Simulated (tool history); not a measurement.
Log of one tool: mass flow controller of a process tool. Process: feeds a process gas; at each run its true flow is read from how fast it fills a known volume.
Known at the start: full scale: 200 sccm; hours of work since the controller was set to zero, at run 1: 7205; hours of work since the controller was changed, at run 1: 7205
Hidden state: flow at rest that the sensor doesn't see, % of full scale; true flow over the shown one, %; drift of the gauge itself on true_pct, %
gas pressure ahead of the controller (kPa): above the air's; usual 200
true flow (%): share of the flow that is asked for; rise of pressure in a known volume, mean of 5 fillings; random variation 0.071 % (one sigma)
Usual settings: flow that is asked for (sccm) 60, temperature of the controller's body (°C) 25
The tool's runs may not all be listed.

run,hour,flow that is asked for (sccm),gas pressure ahead of the controller (kPa),temperature of the controller's body (°C),hours of work since the controller was set to zero,hours of work since the controller was changed,true flow (%)
1,0.0,60,200,25,7205,7205,101.51
2,232.6,60,200,25,7300,7300,101.58
3,693.5,60,200,25,7489,7489,101.58
# hour 861.5: controller's zero set anew
4,1166.0,60,160,25,124,7682,103.95
5,1407.6,60,200,25,223,7780,103.87
# hour 1717.8: controller's zero set anew, once more
6,1762.1,60,200,25,18,7925,98.06
7,2229.7,60,200,25,209,8116,98.24
8,2736.9,67,200,25,417,8324,98.31
9,3124.7,60,247,25,575,8482,98.11
10,3507.3,60,247,25,732,8638,98.20
11,3990.5,60,247,25,929,8836,98.33
12,4401.0,26,249,31,1097,9004,98.51
13,4951.3,26,220,25,1322,9229,99.20
14,5391.0,26,220,25,1502,9409,99.37
15,5693.3,50,220,27,1625,9532,98.51
16,6032.7,114,220,27,1764,9671,98.26
17,6441.8,114,220,27,1931,9838,98.24
18,7020.8,111,176,24,2168,10075,98.57
19,7553.5,111,255,21,2386,10293,98.35

Hidden state or all else? Some run-to-run changes of true flow (%), split into what the settings, what came in and random variation would give without the hidden state, and what is left for the hidden state (with any gauge scatter that isn't in both results):
Run 5 -> 6: controller's zero set anew, once more. true flow (%) -5.81: hidden state -5.64, all else -0.17.
